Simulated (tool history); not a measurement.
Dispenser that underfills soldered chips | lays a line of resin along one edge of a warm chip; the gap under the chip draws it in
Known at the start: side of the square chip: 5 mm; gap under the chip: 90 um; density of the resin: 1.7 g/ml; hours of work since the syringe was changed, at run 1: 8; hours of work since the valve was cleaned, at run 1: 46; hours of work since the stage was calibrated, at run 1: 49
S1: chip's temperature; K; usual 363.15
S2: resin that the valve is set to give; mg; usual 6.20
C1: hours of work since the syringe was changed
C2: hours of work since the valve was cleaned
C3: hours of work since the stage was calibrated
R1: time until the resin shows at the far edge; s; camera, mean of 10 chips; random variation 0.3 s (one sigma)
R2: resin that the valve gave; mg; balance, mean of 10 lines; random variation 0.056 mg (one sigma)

| run | hour | S1 | S2 | C1 | C2 | C3 | R1 | R2 |
|---|---|---|---|---|---|---|---|---|
| 1 | 0.0 | 363.15 | 6.20 | 8 | 46 | 49 | 6.8 | 6.05 |
|  | 5.5 | new syringe of resin |
| 2 | 6.5 | 363.15 | 6.20 | 1 | 50 | 53 | 4.7 | 6.04 |
| 3 | 11.5 | 363.15 | 6.20 | 4 | 53 | 56 | 5.4 | 6.00 |
| 4 | 17.4 | 363.15 | 6.20 | 8 | 57 | 60 | 6.3 | 5.84 |
|  | 22.0 | new syringe of resin |
| 5 | 24.5 | 357.15 | 6.20 | 2 | 62 | 65 | 5.5 | 5.98 |
| 6 | 29.2 | 363.15 | 7.88 | 5 | 65 | 68 | 5.0 | 7.43 |
| 7 | 35.5 | 363.15 | 7.88 | 9 | 69 | 72 | 6.6 | 7.38 |
|  | 38.4 | new syringe of resin |
| 8 | 40.5 | 363.15 | 7.88 | 1 | 72 | 75 | 4.2 | 7.42 |
| 9 | 47.2 | 363.15 | 6.20 | 6 | 77 | 80 | 5.9 | 5.93 |
| 10 | 50.2 | 363.15 | 6.20 | 8 | 79 | 82 | 6.2 | 5.84 |
|  | 54.7 | new syringe of resin |
| 11 | 56.1 | 363.15 | 6.66 | 1 | 83 | 85 | 4.7 | 6.20 |
| 12 | 63.0 | 363.15 | 6.66 | 6 | 87 | 90 | 5.7 | 6.20 |
| 13 | 65.9 | 363.15 | 6.66 | 8 | 89 | 92 | 6.1 | 6.29 |
|  | 71.1 | new syringe of resin |
| 14 | 71.2 | 363.15 | 6.66 | 0 | 93 | 95 | 4.3 | 6.19 |
| 15 | 75.6 | 363.15 | 6.20 | 3 | 95 | 98 | 5.2 | 5.73 |
| 16 | 78.6 | 363.15 | 6.20 | 5 | 97 | 100 | 5.5 | 5.80 |
| 17 | 82.8 | 363.15 | 6.20 | 8 | 100 | 103 | 6.8 | 5.69 |
|  | 87.4 | new syringe of resin |
| 18 | 88.7 | 363.15 | 6.20 | 1 | 104 | 107 | 4.8 | 5.72 |
| 19 | 92.3 | 352.15 | 6.70 | 3 | 107 | 109 | 6.8 | 6.23 |
| 20 | 95.5 | 352.15 | 6.70 | 5 | 109 | 111 | 8.1 | 6.06 |
| 21 | 100.7 | 361.15 | 5.30 | 9 | 112 | 115 | 7.6 | 4.88 |
|  | 104.0 | new syringe of resin |
| 22 | 107.5 | 361.15 | 7.36 | 2 | 116 | 119 | 5.3 | 6.74 |
| 23 | 114.2 | 361.15 | 7.36 | 7 | 121 | 124 | 6.7 | 6.61 |
| 24 | 118.8 | 369.15 | 6.80 | 10 | 124 | 127 | 5.9 | 6.14 |
|  | 120.4 | new syringe of resin |
| 25 | 124.2 | 366.15 | 7.61 | 3 | 127 | 130 | 4.3 | 6.85 |
|  | 128.9 | dispensing valve cleaned and set on the balance |
| 26 | 131.0 | 366.15 | 7.61 | 6 | 1 | 134 | 5.4 | 7.59 |
| 27 | 136.3 | 359.15 | 6.46 | 10 | 5 | 138 | 8.3 | 6.45 |
|  | 138.0 | new syringe of resin |
| 28 | 142.0 | 369.15 | 7.12 | 3 | 9 | 141 | 4.1 | 6.99 |
| 29 | 145.1 | 378.15 | 6.64 | 5 | 11 | 143 | 3.7 | 6.59 |
| 30 | 148.8 | 359.15 | 6.65 | 7 | 13 | 146 | 6.3 | 6.51 |
| 31 | 152.7 | 372.15 | 6.99 | 10 | 16 | 148 | 5.4 | 6.89 |
|  | 154.4 | new syringe of resin |
| 32 | 159.5 | 373.15 | 6.68 | 3 | 20 | 153 | 4.0 | 6.50 |
| 33 | 166.5 | 369.15 | 6.00 | 8 | 25 | 157 | 5.4 | 5.92 |
|  | 170.8 | new syringe of resin |
| 34 | 172.7 | 371.15 | 7.58 | 1 | 29 | 161 | 3.3 | 7.45 |
| 35 | 179.3 | 369.15 | 6.60 | 6 | 33 | 166 | 4.9 | 6.37 |
| 36 | 184.2 | 357.15 | 5.48 | 9 | 36 | 169 | 8.8 | 5.25 |

Some steps in R1 between neighbouring runs. How much of each would the tool show without its hidden state too (settings, what came in, random variation), and how much is left for the hidden state, with any gauge scatter that isn't in both results?
The hidden state here: resin's viscosity, % of fresh resin's; dose that the valve gives, % of what is set; true chip temperature over the reading, C; drift of the gauge itself on fill_s, %; drift of the gauge itself on given_mg, %.
Run 7 -> 8: new syringe of resin. R1 -2.4 s: hidden state -2.2, all else -0.2.
Run 21 -> 22: S2 5.30 -> 7.36, new syringe of resin. R1 -2.3 s: hidden state -2.6, all else +0.3.
Run 26 -> 27: S1 366.15 -> 359.15, S2 7.61 -> 6.46. R1 +2.9 s: hidden state +2.0, all else +0.9.
Run 27 -> 28: S1 359.15 -> 369.15, S2 6.46 -> 7.12, new syringe of resin. R1 -4.2 s: hidden state -2.9, all else -1.3.
Run 35 -> 36: S1 369.15 -> 357.15, S2 6.60 -> 5.48. R1 +3.9 s: hidden state +2.2, all else +1.7.

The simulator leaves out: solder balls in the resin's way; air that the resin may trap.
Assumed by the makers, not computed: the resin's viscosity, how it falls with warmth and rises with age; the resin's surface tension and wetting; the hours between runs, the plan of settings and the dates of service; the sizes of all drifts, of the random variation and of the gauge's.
